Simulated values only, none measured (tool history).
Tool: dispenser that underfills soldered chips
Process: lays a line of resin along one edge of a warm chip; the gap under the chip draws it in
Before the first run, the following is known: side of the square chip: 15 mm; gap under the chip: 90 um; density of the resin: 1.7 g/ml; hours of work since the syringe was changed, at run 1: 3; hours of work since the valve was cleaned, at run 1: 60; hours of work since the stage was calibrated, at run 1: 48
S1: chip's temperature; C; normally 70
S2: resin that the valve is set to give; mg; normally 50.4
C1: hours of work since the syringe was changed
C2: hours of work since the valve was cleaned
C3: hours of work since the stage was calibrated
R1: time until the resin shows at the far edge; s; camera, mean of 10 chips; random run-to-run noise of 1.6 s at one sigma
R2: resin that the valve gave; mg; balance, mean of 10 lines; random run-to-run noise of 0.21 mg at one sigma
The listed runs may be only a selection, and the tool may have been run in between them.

Run 1, day 0: usual settings; C1 3; C2 60; C3 48. Result: R1 194.8 s, R2 48.82 mg.
Run 2, day 0.142: usual settings; C1 5; C2 62; C3 51. Result: R1 236.3 s, R2 48.43 mg.
At day 0.204: new syringe of resin.
Run 3, day 0.267: usual settings; C1 1; C2 64; C3 53. Result: R1 173.8 s, R2 48.22 mg.
Run 4, day 0.442: usual settings; C1 4; C2 67; C3 56. Result: R1 220.3 s, R2 48.56 mg.
At day 0.567: new syringe of resin.
Run 5, day 0.571: usual settings; C1 0; C2 69; C3 58. Result: R1 157.8 s, R2 48.26 mg.
Run 6, day 0.742: usual settings but S1 80 C; C1 3; C2 72; C3 61. Result: R1 124.9 s, R2 48.22 mg.
Run 7, day 0.867: usual settings but S1 80 C; C1 5; C2 74; C3 63. Result: R1 154.4 s, R2 48.14 mg.
At day 0.933: new syringe of resin.
Run 8, day 1.058: usual settings but S2 60.3 mg; C1 2; C2 77; C3 66. Result: R1 183.5 s, R2 58 mg.
Run 9, day 1.212: usual settings but S2 60.3 mg; C1 5; C2 80; C3 69. Result: R1 226.1 s, R2 57.38 mg.
At day 1.296: new syringe of resin.
Run 10, day 1.412: usual settings but S2 45 mg; C1 2; C2 83; C3 72. Result: R1 189 s, R2 42.69 mg.
Run 11, day 1.596: usual settings but S1 61 C, S2 45.3 mg; C1 5; C2 86; C3 75. Result: R1 380 s, R2 43.36 mg.
At day 1.65: new syringe of resin.
Run 12, day 1.783: usual settings but S1 56 C, S2 50 mg; C1 2; C2 89; C3 78. Result: R1 389.8 s, R2 47.38 mg.
Run 13, day 1.879: usual settings but S1 56 C, S2 50 mg; C1 4; C2 91; C3 80. Result: R1 434 s, R2 47.44 mg.
Run 14, day 1.983: usual settings but S1 56 C, S2 50 mg; C1 6; C2 93; C3 81. Result: R1 501.9 s, R2 47.25 mg.
At day 2.008: new syringe of resin.
Run 15, day 2.104: usual settings but S1 78 C, S2 64.7 mg; C1 2; C2 95; C3 83. Result: R1 123.8 s, R2 61.18 mg.
Run 16, day 2.233: usual settings but S1 78 C, S2 64.7 mg; C1 4; C2 97; C3 85. Result: R1 144.3 s, R2 60.99 mg.
Run 17, day 2.333: usual settings but S2 48.9 mg; C1 6; C2 99; C3 87. Result: R1 253 s, R2 46.04 mg.
At day 2.367: new syringe of resin.
Run 18, day 2.504: usual settings but S1 72 C, S2 60.7 mg; C1 2; C2 101; C3 90. Result: R1 172.2 s, R2 57.28 mg.
Run 19, day 2.654: usual settings but S1 72 C, S2 42.9 mg; C1 5; C2 104; C3 92. Result: R1 226.3 s, R2 40.36 mg.
At day 2.721: new syringe of resin.
Run 20, day 2.775: usual settings but S1 57 C; C1 1; C2 106; C3 94. Result: R1 330.1 s, R2 47.21 mg.

Some steps in R1 between neighbouring runs. How much of each would the tool show without its hidden state too (settings, what came in, random variation), and how much is left for the hidden state, with any gauge scatter that isn't in both results?
Hidden state at play: resin's viscosity, % of fresh resin's; dose that the valve gives, % of what is set; true chip temperature over the reading, C; drift of the gauge itself on fill_s, %; drift of the gauge itself on given_mg, %.
Run 10 -> 11: S1 70 -> 61, S2 45 -> 45.3. R1 +191 s: hidden state +101.2, all else +89.8.
Run 14 -> 15: S1 56 -> 78, S2 50 -> 64.7, new syringe of resin. R1 -378.1 s: hidden state -171.5, all else -206.6.

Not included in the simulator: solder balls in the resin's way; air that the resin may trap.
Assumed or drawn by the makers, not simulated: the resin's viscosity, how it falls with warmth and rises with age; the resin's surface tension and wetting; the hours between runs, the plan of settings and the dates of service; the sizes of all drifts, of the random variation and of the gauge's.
